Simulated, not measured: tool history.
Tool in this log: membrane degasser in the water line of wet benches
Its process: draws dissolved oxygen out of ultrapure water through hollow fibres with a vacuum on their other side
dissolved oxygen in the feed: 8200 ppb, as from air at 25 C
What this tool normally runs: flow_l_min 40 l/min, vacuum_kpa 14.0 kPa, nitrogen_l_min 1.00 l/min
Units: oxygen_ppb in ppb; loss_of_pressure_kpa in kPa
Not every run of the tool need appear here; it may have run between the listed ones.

run,hour,flow_l_min,vacuum_kpa,nitrogen_l_min,oxygen_ppb,loss_of_pressure_kpa
1,0.0,40,14.0,1.00,799.2,25.29
2,89.7,40,14.0,1.00,799.0,25.08
3,153.3,40,14.0,1.00,800.0,25.33
4,285.9,40,14.0,1.00,800.0,25.14
5,420.9,40,14.0,1.00,798.1,25.21
# hour 450.2: vacuum gauge calibrated
6,502.8,40,14.0,1.00,798.3,25.27
7,586.4,40,14.0,1.00,799.3,25.37
8,690.4,40,14.0,1.00,796.6,25.39
9,773.8,40,14.0,1.00,799.0,25.39
10,886.1,40,14.0,1.00,799.6,25.03
11,999.1,40,15.2,1.00,878.9,25.39
12,1074.3,40,15.2,1.00,882.8,25.28
13,1144.6,40,15.2,1.00,880.1,25.12
14,1259.0,40,15.2,1.00,877.4,24.99
15,1332.7,40,15.2,1.00,878.5,24.96
16,1428.7,40,15.2,1.00,880.1,25.10
17,1505.4,40,15.2,1.00,881.4,25.17
18,1596.4,40,15.2,1.26,737.4,25.22
19,1710.5,26,10.8,1.00,407.6,16.42
20,1781.2,57,21.7,1.05,1598.0,35.85
21,1858.6,40,14.0,2.37,397.5,25.55
22,1931.5,40,14.0,2.37,397.5,25.25
23,2055.3,40,15.1,2.37,435.4,25.14
24,2129.1,46,9.6,1.00,544.5,29.20
25,2205.9,36,17.9,2.71,432.0,22.51
26,2340.0,40,14.0,0.85,899.3,25.13
27,2442.1,40,11.0,1.00,589.9,25.21
28,2534.9,40,11.0,1.00,589.8,25.23
29,2606.1,40,11.0,1.00,591.6,25.40
30,2700.5,40,11.0,1.00,591.6,25.42
31,2768.4,40,18.5,1.00,1094.7,25.21
32,2856.0,40,18.5,1.00,1097.1,25.34

3 options for the next run, each taken on its own from the tool as it stands now. Forecast them:
A,2933.6,40,9.6,0.61,?,?
B,2933.6,40,31.8,2.97,?,?
C,2933.6,40,17.9,1.00,?,?

run,oxygen_ppb,loss_of_pressure_kpa
A,701.0,25.37
B,811.3,25.36
C,1054.9,25.56
Without the tool's unlogged condition, the same runs would have read:
run,oxygen_ppb,loss_of_pressure_kpa
A,700.7,25.35
B,811.0,25.34
C,1054.6,25.54
